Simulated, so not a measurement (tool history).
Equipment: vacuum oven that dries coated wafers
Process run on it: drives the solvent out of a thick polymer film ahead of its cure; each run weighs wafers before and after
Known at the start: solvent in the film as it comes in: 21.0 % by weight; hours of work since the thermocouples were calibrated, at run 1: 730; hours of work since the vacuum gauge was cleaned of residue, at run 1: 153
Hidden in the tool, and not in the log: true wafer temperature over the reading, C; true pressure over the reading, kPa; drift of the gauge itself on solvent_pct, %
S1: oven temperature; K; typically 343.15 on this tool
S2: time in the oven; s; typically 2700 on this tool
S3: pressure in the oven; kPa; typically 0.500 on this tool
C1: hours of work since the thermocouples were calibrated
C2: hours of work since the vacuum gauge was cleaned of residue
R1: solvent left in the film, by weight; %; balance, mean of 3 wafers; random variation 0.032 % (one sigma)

run	hour	S1	S2	S3	C1	C2	R1
1	0.0	343.15	2700	0.500	730	153	2.17
2	13.2	343.15	2700	0.500	735	159	2.16
3	27.9	343.15	2700	0.500	742	165	2.13
4	47.4	343.15	2700	0.500	750	174	2.15
5	65.8	343.15	2700	0.500	758	182	2.13
6	80.9	343.15	2700	0.687	765	188	2.31
7	106.8	343.15	2700	0.687	776	199	2.36
8	120.0	343.15	2700	0.687	782	205	2.31
9	148.5	343.15	2700	1.792	794	217	3.52
10	166.6	343.15	2700	1.792	802	225	3.49
11	179.7	343.15	2700	1.792	808	231	3.52
12	207.9	343.15	2700	0.713	820	243	2.39
13	226.0	343.15	2700	0.713	828	251	2.37
14	238.0	343.15	2700	0.500	833	256	2.07
15	266.2	343.15	2700	0.500	845	269	2.10
# hour 269.7: oven's thermocouples calibrated
16	284.6	343.15	2700	0.500	6	276	2.00
17	296.5	343.15	2700	0.500	12	281	1.94
18	320.8	343.15	3120	0.371	22	291	1.38
19	333.8	343.15	3120	0.371	28	297	1.43
# hour 347.9: oven's thermocouples calibrated, once more
20	362.3	343.15	3120	0.371	6	309	1.66
21	383.5	340.15	2220	0.889	15	318	4.97
22	402.3	344.15	1740	0.500	24	326	4.06
23	417.8	343.15	1800	0.500	30	333	4.29
24	435.3	343.15	2220	0.582	38	340	3.34
25	448.1	344.15	4440	0.582	44	346	1.00
26	471.0	346.15	1620	1.781	53	356	4.80
27	497.9	343.15	2700	0.823	65	368	2.74
28	513.1	343.15	4200	0.287	72	374	0.86
29	538.0	343.15	4200	0.287	83	385	0.83
30	562.7	343.15	2880	0.327	93	396	1.98
31	578.5	342.15	1800	0.622	100	403	4.84
32	605.6	342.15	1800	0.622	112	414	4.90
33	625.4	343.15	2700	0.677	121	423	2.49
34	642.9	343.15	1740	0.281	128	431	4.37

Selected run-to-run steps in R1, each split into two signed amounts: the part the tool would show with no hidden state at all (from settings, incoming material and random variation), and the remainder, which goes to the hidden state together with any gauge scatter not common to the measured and the hidden-state-free results:
Run 19 -> 20: oven's thermocouples calibrated, once more. R1 +0.23 %: hidden state +0.33, all else -0.10.
Run 20 -> 21: S1 343.15 -> 340.15, S2 3120 -> 2220, S3 0.371 -> 0.889. R1 +3.31 %: hidden state -0.12, all else +3.43.
Run 24 -> 25: S1 343.15 -> 344.15, S2 2220 -> 4440. R1 -2.34 %: hidden state +0.18, all else -2.52.
Run 25 -> 26: S1 344.15 -> 346.15, S2 4440 -> 1620, S3 0.582 -> 1.781. R1 +3.80 %: hidden state -0.20, all else +4.00.
Run 30 -> 31: S1 343.15 -> 342.15, S2 2880 -> 1800, S3 0.327 -> 0.622. R1 +2.86 %: hidden state -0.12, all else +2.98.
